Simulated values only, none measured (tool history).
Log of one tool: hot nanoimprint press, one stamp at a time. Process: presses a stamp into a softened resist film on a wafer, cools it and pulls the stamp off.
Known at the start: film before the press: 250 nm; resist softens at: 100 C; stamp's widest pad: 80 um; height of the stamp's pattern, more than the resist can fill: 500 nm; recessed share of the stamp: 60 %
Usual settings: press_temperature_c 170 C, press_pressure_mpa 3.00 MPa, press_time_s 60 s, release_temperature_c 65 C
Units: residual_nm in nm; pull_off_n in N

run	day	press_temperature_c	press_pressure_mpa	press_time_s	release_temperature_c	residual_nm	pull_off_n
1	0.000	170	3.00	60	65	113.4	158
2	0.771	170	3.00	111	65	88.8	154
3	1.612	170	3.00	52	65	120.6	159
4	2.392	170	3.00	60	66	113.9	155
5	3.092	170	3.00	60	66	114.6	155
6	3.900	170	3.00	60	66	114.6	155
7	4.850	170	3.00	60	66	115.2	157
8	5.342	170	3.00	60	65	115.1	162
9	6.392	170	3.00	60	65	115.4	164
10	6.962	170	3.00	60	72	115.6	137
11	7.975	170	3.00	60	72	116.1	134
12	8.454	170	3.00	60	65	115.9	169
13	9.021	170	3.00	60	65	116.1	169
# day 9.221: plate thermocouple calibrated
14	9.775	170	3.00	45	65	129.5	170
15	10.425	170	3.00	45	65	129.5	170
16	11.025	168	3.00	77	58	118.7	206
# day 12.108: plate thermocouple calibrated, once more
17	12.242	168	1.96	60	60	147.4	190
18	12.921	168	1.96	60	60	147.1	192
19	13.583	168	1.96	60	71	148.2	145
20	14.512	161	3.00	60	65	174.9	173
21	15.088	161	3.00	60	56	175.7	212
22	16.212	161	3.00	60	56	176.2	213
23	17.033	169	3.07	82	66	105.9	169
24	17.700	169	4.70	82	66	87.1	169
25	18.550	160	2.20	30	68	218.4	166
26	19.579	160	2.20	53	68	202.0	166
27	20.204	160	2.20	53	68	201.4	163
28	20.850	170	3.00	60	52	115.0	240
29	21.546	170	3.00	60	52	115.1	243

3 ways to go on from here, each from the tool as it stands after run 29. What would each give?
A	22.646	176	2.48	60	52	?	?
B	22.646	173	1.94	60	55	?	?
C	22.646	170	3.00	56	52	?	?

run	residual_nm	pull_off_n
A	91.3	241
B	119.0	233
C	118.1	245
Without the tool's hidden state the same runs would have given:
run	residual_nm	pull_off_n
A	89.1	195
B	116.5	189
C	115.1	199

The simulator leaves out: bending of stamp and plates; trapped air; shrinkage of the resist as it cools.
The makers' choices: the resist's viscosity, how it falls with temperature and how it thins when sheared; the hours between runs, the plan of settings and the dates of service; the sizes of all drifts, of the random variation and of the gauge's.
